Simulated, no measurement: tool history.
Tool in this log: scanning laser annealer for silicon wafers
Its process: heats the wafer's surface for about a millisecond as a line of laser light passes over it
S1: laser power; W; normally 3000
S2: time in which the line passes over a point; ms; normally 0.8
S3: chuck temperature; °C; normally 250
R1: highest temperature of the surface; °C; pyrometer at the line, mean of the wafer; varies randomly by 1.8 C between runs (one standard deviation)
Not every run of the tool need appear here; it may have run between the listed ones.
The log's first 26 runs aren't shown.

run	hour	S1	S2	S3	R1
27	901.9	2711	0.659	229	777
28	946.2	3237	0.756	224	943
29	976.8	3215	0.741	264	970
30	1022.3	3000	0.681	217	837
31	1065.4	3000	0.681	217	836
32	1097.8	2850	0.8	266	891
33	1124.4	3006	0.99	286	1015
34	1173.8	3263	0.766	286	1006
35	1208.7	3263	0.766	286	1004
36	1246.6	3154	0.865	259	978
37	1297.1	3154	0.865	259	978
38	1332.4	2977	0.71	288	903
39	1379.9	2977	0.71	288	903
40	1406.5	2570	0.609	288	762
41	1439	2570	0.609	288	768

Consider 3 possible next runs. They are alternatives, not a sequence: every one starts from the tool as it was left by run 41. What does each give?
A	1460.6	2725	0.817	219	?
B	1460.6	3120	0.609	288	?
C	1460.6	3059	0.609	288	?

run	R1
A	796
B	891
C	879
Had the tool no hidden state, the same runs would have come out as:
run	R1
A	854
B	952
C	938
